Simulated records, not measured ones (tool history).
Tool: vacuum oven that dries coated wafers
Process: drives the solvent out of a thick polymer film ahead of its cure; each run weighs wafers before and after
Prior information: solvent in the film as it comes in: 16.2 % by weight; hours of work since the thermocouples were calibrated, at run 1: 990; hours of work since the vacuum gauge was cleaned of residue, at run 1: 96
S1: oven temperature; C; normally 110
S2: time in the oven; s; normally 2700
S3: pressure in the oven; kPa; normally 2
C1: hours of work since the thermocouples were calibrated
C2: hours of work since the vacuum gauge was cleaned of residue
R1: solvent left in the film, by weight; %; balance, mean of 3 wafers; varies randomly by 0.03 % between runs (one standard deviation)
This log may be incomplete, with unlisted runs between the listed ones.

run,hour,S1,S2,S3,C1,C2,R1
1,0,110,2700,2,990,96,1.05
2,9.4,112,2700,2,995,102,0.93
3,21.1,112,2700,2,1002,109,0.86
4,27.1,112,2700,2,1006,112,0.92
5,32.7,110,3060,2,1009,116,0.93
6,38.3,110,3060,2,1013,119,0.93
7,49.2,108,3720,2,1019,125,0.92
8,58.5,108,3720,2,1025,131,0.91
9,64.4,102,3420,2.51,1028,135,1.59
10,71.6,102,3420,2.51,1033,139,1.59
11,79.2,113,1500,1.3,1037,143,1.84
12,91.3,113,1500,1.3,1044,151,1.81

Each row is a separate what-if for the run after 12, all from the same tool condition, not one after another. Results?
A,99.5,101,1500,1.3,1049,156,?
B,99.5,121,2400,2,1049,156,?
C,99.5,100,1860,4.93,1049,156,?

run,R1
A,3.93
B,0.58
C,4.57
The same runs, with their run-to-run variation unchanged, on a tool lacking any hidden condition would have given:
run,R1
A,4.15
B,0.6
C,4.82
